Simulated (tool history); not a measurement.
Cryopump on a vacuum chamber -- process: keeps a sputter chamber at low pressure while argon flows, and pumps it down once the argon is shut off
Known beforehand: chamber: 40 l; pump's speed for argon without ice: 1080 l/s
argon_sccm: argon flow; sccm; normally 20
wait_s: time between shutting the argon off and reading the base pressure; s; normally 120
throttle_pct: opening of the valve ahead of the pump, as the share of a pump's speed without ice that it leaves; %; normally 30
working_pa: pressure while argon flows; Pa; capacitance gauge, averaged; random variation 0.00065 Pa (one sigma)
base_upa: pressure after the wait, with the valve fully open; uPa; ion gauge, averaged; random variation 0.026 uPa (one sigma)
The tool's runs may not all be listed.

| run | hour | argon_sccm | wait_s | throttle_pct | working_pa | base_upa |
|---|---|---|---|---|---|---|
| 1 | 0 | 20 | 120 | 30 | 0.105 | 1.42 |
| 2 | 10.4 | 30 | 120 | 30 | 0.1594 | 1.42 |
| 3 | 19.1 | 30 | 120 | 30 | 0.1581 | 1.44 |
| 4 | 34.2 | 23 | 120 | 30 | 0.1232 | 1.49 |
| 5 | 45.9 | 20 | 120 | 19 | 0.1673 | 1.46 |
| 6 | 62.5 | 20 | 120 | 30 | 0.1065 | 1.47 |
| 7 | 70 | 20 | 120 | 30 | 0.1077 | 1.5 |
| 8 | 77.7 | 20 | 120 | 30 | 0.1065 | 1.48 |
| 9 | 90 | 20 | 120 | 30 | 0.1076 | 1.47 |
| 10 | 106.7 | 20 | 120 | 30 | 0.1072 | 1.5 |
| 11 | 114.8 | 20 | 120 | 30 | 0.1077 | 1.53 |
| 12 | 122.8 | 20 | 120 | 30 | 0.108 | 1.49 |
| 13 | 130.6 | 20 | 120 | 30 | 0.1078 | 1.5 |
| 14 | 140.8 | 20 | 120 | 30 | 0.1071 | 1.52 |
| 15 | 158.6 | 20 | 120 | 30 | 0.1085 | 1.57 |
| 16 | 171.1 | 20 | 120 | 30 | 0.1102 | 1.55 |
| 17 | 178.7 | 13 | 40 | 30 | 0.0705 | 3.25 |
| 18 | 191.3 | 23 | 83 | 30 | 0.1247 | 2.03 |
| 19 | 205.6 | 24 | 106 | 34 | 0.1165 | 1.66 |
| 20 | 213.3 | 24 | 106 | 34 | 0.116 | 1.67 |
| 21 | 221.3 | 17 | 120 | 30 | 0.0942 | 1.54 |
| 22 | 231.4 | 25 | 178 | 17 | 0.2383 | 1.34 |
| 23 | 245.2 | 25 | 76 | 48 | 0.089 | 2.12 |
| 24 | 257.8 | 25 | 24 | 52 | 0.0838 | 4.96 |
| 25 | 268 | 32 | 64 | 18 | 0.2894 | 2.36 |
| 26 | 283.7 | 13 | 64 | 42 | 0.0526 | 2.4 |
| 27 | 291.3 | 13 | 64 | 42 | 0.0535 | 2.35 |
| 28 | 305.3 | 23 | 120 | 30 | 0.1284 | 1.63 |
| 29 | 318.5 | 23 | 120 | 30 | 0.1299 | 1.62 |
| 30 | 327.8 | 10 | 65 | 38 | 0.0446 | 1.9 |
| 31 | 338.7 | 9 | 23 | 15 | 0.0978 | 4.91 |
| 32 | 351 | 20 | 27 | 23 | 0.1449 | 4.14 |

Taken out of this log: 1 entry between the listed runs. Where each belongs, and how the hidden state differs across it:
From run 29 to run 30: leaking fittings of the chamber tightened, without venting (hour 326.3)
  pump's speed, % of a pump's without ice: 80.3 -> 79.9; cold plate's temperature, K: 12.29 -> 12.3; leak into the chamber, uPa l/s: 680 -> 301
  measured value less the no-hidden-state value, working_pa: +0.0091 -> +0.004 Pa; base_upa: +0.51 -> +0.07 uPa
